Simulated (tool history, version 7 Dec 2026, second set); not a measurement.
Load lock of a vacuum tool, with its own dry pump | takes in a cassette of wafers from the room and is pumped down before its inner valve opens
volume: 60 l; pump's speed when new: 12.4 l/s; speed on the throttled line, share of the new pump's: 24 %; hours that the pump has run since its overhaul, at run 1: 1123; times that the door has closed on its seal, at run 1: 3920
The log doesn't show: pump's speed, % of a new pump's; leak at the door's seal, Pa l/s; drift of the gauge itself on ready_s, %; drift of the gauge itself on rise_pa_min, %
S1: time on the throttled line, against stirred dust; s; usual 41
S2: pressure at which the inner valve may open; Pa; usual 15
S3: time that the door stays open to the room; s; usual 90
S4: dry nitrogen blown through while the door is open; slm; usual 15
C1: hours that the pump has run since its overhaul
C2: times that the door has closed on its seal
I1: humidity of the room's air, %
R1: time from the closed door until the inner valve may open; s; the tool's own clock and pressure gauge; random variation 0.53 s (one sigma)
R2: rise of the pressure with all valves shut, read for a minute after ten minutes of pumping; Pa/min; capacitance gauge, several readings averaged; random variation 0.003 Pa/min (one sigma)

| run | hour | S1 | S2 | S3 | S4 | C1 | C2 | I1 | R1 | R2 |
|---|---|---|---|---|---|---|---|---|---|---|
| 1 | 0.0 | 41 | 15 | 90 | 15 | 1123 | 3920 | 46.5 | 74.3 | 0.058 |
| 2 | 54.2 | 41 | 15 | 90 | 15 | 1178 | 4135 | 47.5 | 74.3 | 0.055 |
| 3 | 122.5 | 41 | 15 | 146 | 15 | 1246 | 4405 | 47.7 | 74.3 | 0.063 |
| 4 | 222.5 | 41 | 15 | 90 | 15 | 1346 | 4801 | 46.4 | 73.7 | 0.055 |
| 5 | 273.1 | 41 | 15 | 90 | 15 | 1396 | 5001 | 44.6 | 74.5 | 0.053 |
| 6 | 352.8 | 41 | 15 | 90 | 15 | 1476 | 5317 | 47.0 | 74.7 | 0.054 |
| 7 | 416.2 | 41 | 15 | 90 | 15 | 1540 | 5568 | 47.4 | 73.9 | 0.056 |
| 8 | 487.9 | 41 | 15 | 90 | 15 | 1611 | 5852 | 42.1 | 73.7 | 0.048 |
| 9 | 564.7 | 41 | 15 | 90 | 15 | 1688 | 6156 | 45.1 | 75.4 | 0.052 |
| 10 | 653.1 | 41 | 15 | 57 | 15 | 1776 | 6506 | 47.1 | 74.9 | 0.050 |
| 11 | 694.9 | 41 | 15 | 57 | 15 | 1818 | 6672 | 42.6 | 74.1 | 0.046 |
| 12 | 754.2 | 41 | 15 | 90 | 15 | 1878 | 6907 | 44.7 | 74.4 | 0.059 |
| 13 | 835.4 | 41 | 15 | 90 | 15 | 1959 | 7228 | 48.9 | 74.0 | 0.061 |
| 14 | 902.5 | 41 | 15 | 90 | 15 | 2026 | 7494 | 43.5 | 74.4 | 0.049 |
| 15 | 950.0 | 41 | 15 | 90 | 15 | 2073 | 7682 | 43.5 | 74.0 | 0.055 |
| 16 | 1000.6 | 41 | 15 | 90 | 15 | 2124 | 7883 | 46.3 | 74.4 | 0.055 |
| 17 | 1054.2 | 78 | 15 | 90 | 15 | 2178 | 8095 | 43.5 | 102.9 | 0.054 |
| 18 | 1142.4 | 20 | 15 | 90 | 15 | 2266 | 8444 | 44.6 | 58.0 | 0.058 |
| 19 | 1235.1 | 20 | 15 | 90 | 15 | 2358 | 8811 | 43.6 | 58.2 | 0.057 |
| 20 | 1308.7 | 28 | 14 | 68 | 16 | 2432 | 9103 | 45.5 | 65.1 | 0.052 |
| 21 | 1377.0 | 28 | 14 | 62 | 5 | 2500 | 9373 | 48.8 | 65.4 | 0.065 |
| 22 | 1426.5 | 73 | 22 | 62 | 24 | 2550 | 9569 | 42.1 | 96.8 | 0.041 |
| 23 | 1505.8 | 41 | 12 | 90 | 28 | 2629 | 9883 | 45.3 | 75.3 | 0.050 |
| 24 | 1584.6 | 66 | 12 | 90 | 28 | 2708 | 10196 | 43.7 | 94.2 | 0.054 |
| 25 | 1624.9 | 46 | 11 | 178 | 31 | 2748 | 10355 | 42.1 | 79.2 | 0.055 |
| 26 | 1677.2 | 41 | 15 | 113 | 11 | 2801 | 10562 | 45.0 | 74.4 | 0.064 |
| 27 | 1730.1 | 23 | 12 | 63 | 14 | 2853 | 10772 | 45.5 | 61.5 | 0.054 |
| 28 | 1792.3 | 23 | 12 | 95 | 14 | 2916 | 11018 | 44.2 | 62.3 | 0.064 |
| 29 | 1877.6 | 41 | 15 | 68 | 15 | 3001 | 11356 | 46.4 | 74.5 | 0.060 |
| 30 | 1965.8 | 24 | 15 | 83 | 27 | 3089 | 11705 | 41.1 | 62.1 | 0.050 |
| 31 | 2053.4 | 24 | 15 | 83 | 27 | 3177 | 12052 | 44.5 | 61.5 | 0.051 |
| 32 | 2138.6 | 24 | 16 | 83 | 27 | 3262 | 12390 | 44.7 | 62.2 | 0.058 |
| 33 | 2228.2 | 41 | 14 | 90 | 6 | 3352 | 12744 | 45.5 | 74.6 | 0.073 |

4 ways to go on from here, each from the tool as it stands after run 33. What would each give?
| A | 2314.5 | 71 | 20 | 65 | 6 | 3438 | 13086 | 44.8 | ? | ? |
| B | 2314.5 | 41 | 17 | 99 | 43 | 3438 | 13086 | 47.6 | ? | ? |
| C | 2314.5 | 41 | 14 | 90 | 10 | 3438 | 13086 | 42.0 | ? | ? |
| D | 2314.5 | 41 | 20 | 90 | 23 | 3438 | 13086 | 44.9 | ? | ? |

| run | R1 | R2 |
|---|---|---|
| A | 95.8 | 0.065 |
| B | 74.6 | 0.047 |
| C | 75.3 | 0.067 |
| D | 74.6 | 0.057 |
Without the tool's hidden state the same runs would have given:
| run | R1 | R2 |
|---|---|---|
| A | 95.0 | 0.048 |
| B | 73.5 | 0.030 |
| C | 74.2 | 0.050 |
| D | 73.5 | 0.040 |

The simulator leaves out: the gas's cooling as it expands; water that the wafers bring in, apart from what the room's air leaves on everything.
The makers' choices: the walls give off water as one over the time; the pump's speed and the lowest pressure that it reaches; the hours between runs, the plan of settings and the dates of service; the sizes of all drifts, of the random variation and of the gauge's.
